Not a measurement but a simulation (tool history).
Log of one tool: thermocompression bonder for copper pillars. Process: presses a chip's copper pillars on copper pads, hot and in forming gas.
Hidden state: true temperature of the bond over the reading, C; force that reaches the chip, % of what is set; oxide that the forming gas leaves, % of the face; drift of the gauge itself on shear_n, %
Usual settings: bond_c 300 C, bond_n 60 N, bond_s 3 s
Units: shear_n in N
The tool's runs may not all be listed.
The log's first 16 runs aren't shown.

run	hour	bond_c	bond_n	bond_s	hours of work since the heater was calibrated	hours of work since the force cell was calibrated	hours of work since the gas filter was changed	shear_n
17	514.6	300	60	2	769	769	204	38.7
18	542.2	300	60	3	787	787	222	44.8
19	566.4	300	60	3	803	803	238	43.9
20	587.1	300	60	3	817	817	252	44.1
21	614.2	283	60	3	834	834	269	36.7
22	646.3	300	44	8	855	855	290	48.3
23	688.7	316	66	3	883	883	318	54.1
# hour 693.1: force cell calibrated
24	711.9	316	66	3	897	12	332	54.5
# hour 729.9: heater calibrated with a thermocouple chip
25	740.4	300	40	3	7	30	349	32.8
26	781.7	300	40	3	34	57	376	33.6
27	804.9	300	40	3	49	72	392	33.2
28	845.5	312	60	3	76	98	418	51.2
29	888.7	273	53	8	104	127	446	45.2
30	923.2	273	53	8	126	149	469	45.1
31	942.1	273	73	6	139	161	481	51.6
# hour 954.1: forming gas filter changed
32	960.2	273	73	6	150	173	4	54.0
33	977.9	273	73	6	162	185	16	54.0
34	1017.7	279	59	3	188	211	42	37.6
35	1055.5	279	59	3	213	235	66	38.2
36	1081.6	327	60	8	230	252	83	74.1
37	1120.2	300	65	4	255	278	109	55.0
38	1140.4	326	36	4	268	291	122	43.6
39	1165.4	297	44	7	284	307	138	47.1
40	1199.9	300	42	3	307	330	161	34.4

Forecast each of these 3 alternatives for the next run:
A	1226.7	325	83	4	325	347	178	?
B	1226.7	282	37	5	325	347	178	?
C	1226.7	330	39	3	325	347	178	?

run	shear_n
A	73.0
B	30.1
C	42.4
Without the tool's hidden state the same runs would have given:
run	shear_n
A	75.6
B	31.7
C	44.4

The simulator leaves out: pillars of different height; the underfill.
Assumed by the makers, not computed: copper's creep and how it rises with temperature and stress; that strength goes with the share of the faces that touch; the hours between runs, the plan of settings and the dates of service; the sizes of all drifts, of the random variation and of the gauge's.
